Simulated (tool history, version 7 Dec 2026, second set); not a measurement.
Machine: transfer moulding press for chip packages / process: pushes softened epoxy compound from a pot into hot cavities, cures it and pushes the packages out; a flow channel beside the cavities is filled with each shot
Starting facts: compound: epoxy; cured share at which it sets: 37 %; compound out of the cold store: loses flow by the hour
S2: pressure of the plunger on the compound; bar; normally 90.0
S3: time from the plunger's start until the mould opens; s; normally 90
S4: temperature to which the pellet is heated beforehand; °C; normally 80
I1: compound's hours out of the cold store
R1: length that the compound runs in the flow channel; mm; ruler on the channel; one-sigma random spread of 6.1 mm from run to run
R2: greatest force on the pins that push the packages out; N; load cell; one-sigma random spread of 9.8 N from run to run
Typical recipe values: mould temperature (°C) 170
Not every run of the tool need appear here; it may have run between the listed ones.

Run 1, day 0.000: usual settings; I1 39.4. Result: R1 802 mm, R2 728 N.
At day 0.504: cavities cleaned with cleaning compound and waxed.
Run 2, day 1.325: usual settings but S4 83 °C; I1 23.1. Result: R1 856 mm, R2 610 N.
Run 3, day 2.300: usual settings but S4 83 °C; I1 36.2. Result: R1 795 mm, R2 639 N.
At day 3.588: plunger's sealing rings changed.
Run 4, day 3.962: usual settings but S2 94.1 bar; I1 28.9. Result: R1 912 mm, R2 756 N.
At day 4.562: mould's thermocouples calibrated.
At day 4.804: cavities cleaned with cleaning compound and waxed.
Run 5, day 5.792: usual settings; I1 15.0. Result: R1 946 mm, R2 631 N.
Run 6, day 7.504: usual settings; I1 39.8. Result: R1 836 mm, R2 691 N.
At day 9.000: cavities cleaned with cleaning compound and waxed.
Run 7, day 9.571: usual settings but S4 73 °C; I1 42.6. Result: R1 814 mm, R2 572 N.
Run 8, day 10.971: usual settings but S3 98 s, S4 73 °C; I1 15.3. Result: R1 907 mm, R2 612 N.
Run 9, day 12.246: usual settings but S3 98 s, S4 73 °C; I1 46.7. Result: R1 794 mm, R2 589 N.
At day 12.796: mould's thermocouples calibrated, once more.
At day 13.258: cavities cleaned with cleaning compound and waxed.
Run 10, day 14.500: usual settings but mould temperature (°C) 163, S3 98 s, S4 73 °C; I1 22.8. Result: R1 883 mm, R2 840 N.
Run 11, day 16.621: usual settings but mould temperature (°C) 173, S3 98 s, S4 73 °C; I1 24.3. Result: R1 823 mm, R2 486 N.
At day 17.354: cavities cleaned with cleaning compound and waxed.
Run 12, day 18.850: usual settings but S4 81 °C; I1 42.0. Result: R1 777 mm, R2 565 N.
At day 19.392: plunger's sealing rings changed.
Run 13, day 21.217: usual settings but S4 81 °C; I1 24.9. Result: R1 891 mm, R2 686 N.
At day 21.583: cavities cleaned with cleaning compound and waxed.
Run 14, day 23.517: usual settings but S4 81 °C; I1 44.8. Result: R1 812 mm, R2 594 N.
At day 25.725: cavities cleaned with cleaning compound and waxed.
Run 15, day 25.725: usual settings but S4 81 °C; I1 19.9. Result: R1 912 mm, R2 472 N.
Run 16, day 26.662: usual settings but S4 81 °C; I1 22.4. Result: R1 874 mm, R2 538 N.
Run 17, day 27.654: usual settings but S4 81 °C; I1 24.5. Result: R1 871 mm, R2 613 N.
Run 18, day 28.862: usual settings but mould temperature (°C) 176, S2 74.4 bar, S3 130 s; I1 16.2. Result: R1 796 mm, R2 412 N.
At day 29.829: cavities cleaned with cleaning compound and waxed.
Run 19, day 30.275: usual settings but S2 108.9 bar, S3 89 s; I1 44.4. Result: R1 856 mm, R2 482 N.
Run 20, day 31.350: usual settings but S2 108.9 bar, S3 89 s; I1 26.2. Result: R1 928 mm, R2 602 N.
Run 21, day 32.504: usual settings but S2 108.9 bar, S3 93 s; I1 13.9. Result: R1 989 mm, R2 625 N.
Run 22, day 33.704: usual settings but mould temperature (°C) 173, S2 108.9 bar, S3 93 s; I1 29.9. Result: R1 893 mm, R2 532 N.
At day 33.971: cavities cleaned with cleaning compound and waxed.
At day 34.958: plunger's sealing rings changed.
At day 35.554: mould's thermocouples calibrated.
Run 23, day 36.050: usual settings but mould temperature (°C) 173, S2 108.9 bar, S3 93 s; I1 22.5. Result: R1 984 mm, R2 500 N.
Run 24, day 37.654: usual settings but S2 83.1 bar, S4 77 °C; I1 11.6. Result: R1 921 mm, R2 739 N.
At day 38.383: cavities cleaned with cleaning compound and waxed.
Run 25, day 39.079: usual settings but S2 76.6 bar, S4 77 °C; I1 28.4. Result: R1 806 mm, R2 553 N.
Run 26, day 40.471: usual settings but mould temperature (°C) 172, S2 101.0 bar, S3 115 s, S4 73 °C; I1 44.3. Result: R1 845 mm, R2 403 N.
At day 42.538: cavities cleaned with cleaning compound and waxed.
Run 27, day 42.538: usual settings but mould temperature (°C) 172, S2 101.0 bar, S3 115 s, S4 73 °C; I1 8.3. Result: R1 985 mm, R2 312 N.

Pick out some run-to-run changes in R1. Of each, how much would a tool without hidden state show as well, from the settings, what came in and chance, and how much is left for the hidden state and any gauge scatter not in both results compared?
The tool's hidden condition here consists of: true mould temperature over the reading, C; pressure that reaches the compound, % of what is set; grip of the stained cavities, % over clean ones'; drift of the gauge itself on flow_mm, %; drift of the gauge itself on push_out_n, %.
Run 3 -> 4: S2 90.0 -> 94.1, S4 83 -> 80, plunger's sealing rings changed. R1 +117 mm: hidden state +60, all else +57.
Run 22 -> 23: cavities cleaned with cleaning compound and waxed, plunger's sealing rings changed, mould's thermocouples calibrated. R1 +91 mm: hidden state +66, all else +25.
Run 26 -> 27: cavities cleaned with cleaning compound and waxed. R1 +140 mm: hidden state -13, all else +153.
